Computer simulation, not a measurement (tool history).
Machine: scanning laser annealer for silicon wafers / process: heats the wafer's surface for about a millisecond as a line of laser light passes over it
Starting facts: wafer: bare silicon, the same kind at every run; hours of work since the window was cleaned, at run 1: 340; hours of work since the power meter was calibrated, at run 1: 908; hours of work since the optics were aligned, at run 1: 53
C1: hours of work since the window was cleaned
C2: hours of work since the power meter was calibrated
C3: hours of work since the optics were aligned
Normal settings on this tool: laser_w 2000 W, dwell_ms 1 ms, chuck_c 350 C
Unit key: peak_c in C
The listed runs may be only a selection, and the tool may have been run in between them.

run 1 hour=0 | laser_w=2000 dwell_ms=1 chuck_c=350 | C1=340 C2=908 C3=53 | peak_c=1171
run 2 hour=38.4 | laser_w=2000 dwell_ms=1 chuck_c=350 | C1=358 C2=926 C3=71 | peak_c=1166
run 3 hour=68.1 | laser_w=2000 dwell_ms=1 chuck_c=350 | C1=371 C2=940 C3=85 | peak_c=1167
run 4 hour=98.9 | laser_w=2000 dwell_ms=1 chuck_c=350 | C1=386 C2=954 C3=99 | peak_c=1164
run 5 hour=137.1 | laser_w=1828 dwell_ms=1 chuck_c=350 | C1=404 C2=972 C3=117 | peak_c=1100
run 6 hour=181.9 | laser_w=1828 dwell_ms=1 chuck_c=331 | C1=424 C2=993 C3=138 | peak_c=1077
run 7 hour=209.3 | laser_w=1828 dwell_ms=1 chuck_c=331 | C1=437 C2=1005 C3=150 | peak_c=1080
run 8 hour=272.8 | laser_w=1949 dwell_ms=1 chuck_c=350 | C1=467 C2=1035 C3=180 | peak_c=1145
run 9 hour=334.8 | laser_w=1949 dwell_ms=1 chuck_c=350 | C1=496 C2=1064 C3=209 | peak_c=1145
run 10 hour=365.5 | laser_w=1949 dwell_ms=1 chuck_c=350 | C1=510 C2=1078 C3=223 | peak_c=1143
run 11 hour=402.9 | laser_w=1949 dwell_ms=1 chuck_c=350 | C1=527 C2=1095 C3=241 | peak_c=1140
run 12 hour=435.6 | laser_w=1990 dwell_ms=0.82 chuck_c=362 | C1=543 C2=1111 C3=256 | peak_c=1081
run 13 hour=488.2 | laser_w=1984 dwell_ms=1.2 chuck_c=381 | C1=567 C2=1135 C3=280 | peak_c=1269
run 14 hour=546.5 | laser_w=1984 dwell_ms=1.2 chuck_c=381 | C1=594 C2=1162 C3=307 | peak_c=1273
-- hour=553.5 laser's power meter calibrated
run 15 hour=592.3 | laser_w=1703 dwell_ms=1.16 chuck_c=345 | C1=614 C2=18 C3=327 | peak_c=1095
run 16 hour=637.4 | laser_w=2000 dwell_ms=0.82 chuck_c=373 | C1=635 C2=39 C3=348 | peak_c=1090
run 17 hour=689.5 | laser_w=2000 dwell_ms=1.23 chuck_c=321 | C1=659 C2=63 C3=373 | peak_c=1220
run 18 hour=731.4 | laser_w=2000 dwell_ms=1 chuck_c=364 | C1=679 C2=83 C3=392 | peak_c=1165
-- hour=742.6 laser's power meter calibrated, once more
run 19 hour=785.4 | laser_w=2000 dwell_ms=1 chuck_c=364 | C1=703 C2=20 C3=416 | peak_c=1181
run 20 hour=833.1 | laser_w=2000 dwell_ms=0.8 chuck_c=350 | C1=725 C2=42 C3=438 | peak_c=1065
run 21 hour=877.4 | laser_w=2000 dwell_ms=0.8 chuck_c=350 | C1=745 C2=63 C3=459 | peak_c=1069
run 22 hour=923 | laser_w=2000 dwell_ms=1.17 chuck_c=325 | C1=767 C2=84 C3=480 | peak_c=1213

What if the next run were any one of these 4? Each begins from the tool's condition after run 22:
run A hour=953.8 | laser_w=1777 dwell_ms=1.06 chuck_c=363 | C1=781 C2=98 C3=494 | peak_c=?
run B hour=953.8 | laser_w=2063 dwell_ms=1.04 chuck_c=334 | C1=781 C2=98 C3=494 | peak_c=?
run C hour=953.8 | laser_w=2000 dwell_ms=1 chuck_c=325 | C1=781 C2=98 C3=494 | peak_c=?
run D hour=953.8 | laser_w=1746 dwell_ms=1.17 chuck_c=343 | C1=781 C2=98 C3=494 | peak_c=?

run=A peak_c=1112
run=B peak_c=1187
run=C peak_c=1136
run=D peak_c=1122
Stripped of hidden state, with their random variation kept, the same runs would have yielded:
run=A peak_c=1132
run=B peak_c=1210
run=C peak_c=1158
run=D peak_c=1143

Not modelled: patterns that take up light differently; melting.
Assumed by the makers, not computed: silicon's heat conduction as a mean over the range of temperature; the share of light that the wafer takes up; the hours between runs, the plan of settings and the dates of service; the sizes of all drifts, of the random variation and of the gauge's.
